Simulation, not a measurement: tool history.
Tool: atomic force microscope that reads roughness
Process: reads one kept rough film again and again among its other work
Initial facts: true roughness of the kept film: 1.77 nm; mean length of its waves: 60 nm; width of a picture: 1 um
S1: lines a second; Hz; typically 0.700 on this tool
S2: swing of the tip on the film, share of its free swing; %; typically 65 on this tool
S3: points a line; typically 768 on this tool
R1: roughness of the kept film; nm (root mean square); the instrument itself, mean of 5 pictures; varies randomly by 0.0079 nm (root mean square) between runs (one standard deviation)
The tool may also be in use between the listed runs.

Run 1, hour 0.0: usual settings. Result: R1 1.666 nm (root mean square).
At hour 23.7: new tip fitted.
Run 2, hour 44.3: usual settings. Result: R1 1.689 nm (root mean square).
Run 3, hour 64.3: usual settings. Result: R1 1.674 nm (root mean square).
At hour 85.4: new tip fitted.
Run 4, hour 100.8: usual settings. Result: R1 1.692 nm (root mean square).
Run 5, hour 140.5: usual settings. Result: R1 1.669 nm (root mean square).
At hour 148.6: new tip fitted.
Run 6, hour 175.2: usual settings. Result: R1 1.697 nm (root mean square).
At hour 211.2: new tip fitted.
Run 7, hour 214.0: usual settings. Result: R1 1.708 nm (root mean square).
Run 8, hour 253.9: usual settings. Result: R1 1.670 nm (root mean square).
At hour 274.7: new tip fitted.
Run 9, hour 291.7: usual settings but S2 84 %. Result: R1 1.639 nm (root mean square).
Run 10, hour 318.4: usual settings but S2 84 %. Result: R1 1.600 nm (root mean square).
At hour 337.9: new tip fitted.
Run 11, hour 348.3: usual settings but S2 84 %. Result: R1 1.650 nm (root mean square).
Run 12, hour 375.1: usual settings. Result: R1 1.679 nm (root mean square).
At hour 401.0: new tip fitted.
Run 13, hour 413.6: usual settings. Result: R1 1.698 nm (root mean square).
Run 14, hour 434.2: usual settings but S2 60 %. Result: R1 1.704 nm (root mean square).
At hour 466.2: new tip fitted.
Run 15, hour 466.2: usual settings but S1 0.607 Hz, S2 60 %. Result: R1 1.741 nm (root mean square).
Run 16, hour 499.3: usual settings but S1 0.607 Hz, S2 60 %. Result: R1 1.693 nm (root mean square).
At hour 527.7: new tip fitted.
Run 17, hour 534.4: usual settings but S1 0.607 Hz, S2 60 %. Result: R1 1.715 nm (root mean square).
Run 18, hour 571.2: usual settings but S1 0.707 Hz. Result: R1 1.668 nm (root mean square).
At hour 590.5: new tip fitted.
Run 19, hour 606.7: usual settings. Result: R1 1.711 nm (root mean square).
Run 20, hour 626.9: usual settings but S3 677. Result: R1 1.662 nm (root mean square).
At hour 653.9: new tip fitted.
Run 21, hour 665.4: usual settings. Result: R1 1.702 nm (root mean square).
Run 22, hour 696.7: usual settings. Result: R1 1.668 nm (root mean square).
At hour 718.4: new tip fitted.
Run 23, hour 723.6: usual settings but S2 58 %. Result: R1 1.726 nm (root mean square).
Run 24, hour 757.4: usual settings but S3 846. Result: R1 1.668 nm (root mean square).
At hour 781.4: new tip fitted.
Run 25, hour 781.4: usual settings. Result: R1 1.731 nm (root mean square).
Run 26, hour 810.4: usual settings. Result: R1 1.686 nm (root mean square).
Run 27, hour 831.8: usual settings but S2 60 %. Result: R1 1.672 nm (root mean square).
At hour 843.7: new tip fitted.
Run 28, hour 878.7: usual settings but S1 1.057 Hz, S2 71 %, S3 691. Result: R1 1.643 nm (root mean square).
At hour 906.2: new tip fitted.
Run 29, hour 907.0: usual settings but S1 1.057 Hz, S2 61 %, S3 691. Result: R1 1.716 nm (root mean square).
Run 30, hour 934.0: usual settings but S2 61 %, S3 386. Result: R1 1.704 nm (root mean square).
At hour 939.4: height scale calibrated on a step standard.
At hour 970.9: new tip fitted.
Run 31, hour 978.0: usual settings but S2 61 %, S3 386. Result: R1 1.721 nm (root mean square).
Run 32, hour 998.2: usual settings but S1 3.666 Hz, S2 61 %, S3 402. Result: R1 1.593 nm (root mean square).
At hour 1034.6: new tip fitted.
Run 33, hour 1042.3: usual settings but S1 3.666 Hz, S2 89 %, S3 965. Result: R1 1.249 nm (root mean square).
At hour 1073.5: height scale calibrated on a step standard, once more.
Run 34, hour 1077.9: usual settings but S1 1.074 Hz, S2 80 %, S3 503. Result: R1 1.592 nm (root mean square).
At hour 1098.5: new tip fitted.
Run 35, hour 1112.2: usual settings but S1 3.174 Hz, S2 60 %. Result: R1 1.611 nm (root mean square).
Run 36, hour 1152.0: usual settings but S1 3.174 Hz, S2 60 %. Result: R1 1.576 nm (root mean square).
At hour 1161.4: new tip fitted.
Run 37, hour 1198.2: usual settings but S2 78 %. Result: R1 1.624 nm (root mean square).
At hour 1224.3: new tip fitted.
Run 38, hour 1241.1: usual settings but S2 78 %, S3 945. Result: R1 1.661 nm (root mean square).
Run 39, hour 1268.4: usual settings but S1 0.813 Hz, S2 76 %, S3 821. Result: R1 1.604 nm (root mean square).
At hour 1288.4: new tip fitted.
Run 40, hour 1308.9: usual settings but S1 0.813 Hz, S2 76 %, S3 821. Result: R1 1.650 nm (root mean square).
Run 41, hour 1333.9: usual settings but S1 1.287 Hz, S3 851. Result: R1 1.625 nm (root mean square).
At hour 1350.2: new tip fitted.
Run 42, hour 1373.0: usual settings but S1 1.704 Hz, S2 60 %, S3 581. Result: R1 1.655 nm (root mean square).
At hour 1413.5: new tip fitted.
Run 43, hour 1418.0: usual settings but S1 2.008 Hz, S2 78 %, S3 356. Result: R1 1.537 nm (root mean square).
Run 44, hour 1459.1: usual settings but S2 68 %, S3 387. Result: R1 1.646 nm (root mean square).
At hour 1475.8: new tip fitted.
Run 45, hour 1503.3: usual settings but S2 64 %. Result: R1 1.677 nm (root mean square).
Run 46, hour 1536.4: usual settings but S2 64 %. Result: R1 1.651 nm (root mean square).
At hour 1539.9: new tip fitted.
Run 47, hour 1565.6: usual settings but S1 0.919 Hz, S2 64 %. Result: R1 1.673 nm (root mean square).
Run 48, hour 1585.4: usual settings but S1 1.886 Hz, S2 79 %, S3 257. Result: R1 1.508 nm (root mean square).
At hour 1604.6: new tip fitted.
Run 49, hour 1629.6: usual settings but S1 0.797 Hz, S2 75 %, S3 683. Result: R1 1.645 nm (root mean square).
At hour 1669.4: new tip fitted.
Run 50, hour 1672.0: usual settings but S2 66 %, S3 673. Result: R1 1.709 nm (root mean square).
Run 51, hour 1695.0: usual settings but S2 73 %, S3 673. Result: R1 1.663 nm (root mean square).

Below, each run's measurement less what the same run would have read without the hidden state. Both values contain the same run-to-run variation, but the gauge's scatter may not be the same in both:
Hidden conditions of the tool in this case: radius of the tip, nm; height scale over the true one, %; drift of the gauge itself on roughness_nm, %.
run      R1
  1  -0.036
  2  -0.021
  3  -0.043
  4  -0.010
  5  -0.060
  6  -0.023
  7  +0.003
  8  -0.041
  9  -0.010
 10  -0.040
 11  -0.005
 12  -0.037
 13  -0.005
 14  -0.028
 15  +0.011
 16  -0.026
 17  +0.002
 18  -0.039
 19  -0.008
 20  -0.033
 21  -0.001
 22  -0.035
 23  +0.003
 24  -0.037
 25  +0.012
 26  -0.024
 27  -0.048
 28  -0.029
 29  +0.012
 30  -0.017
 31  +0.010
 32  -0.014
 33  +0.006
 34  -0.046
 35  -0.016
 36  -0.059
 37  -0.044
 38  -0.022
 39  -0.048
 40  -0.022
 41  -0.051
 42  -0.025
 43  -0.003
 44  -0.052
 45  -0.033
 46  -0.069
 47  -0.026
 48  -0.043
 49  -0.030
 50  +0.001
 51  -0.028
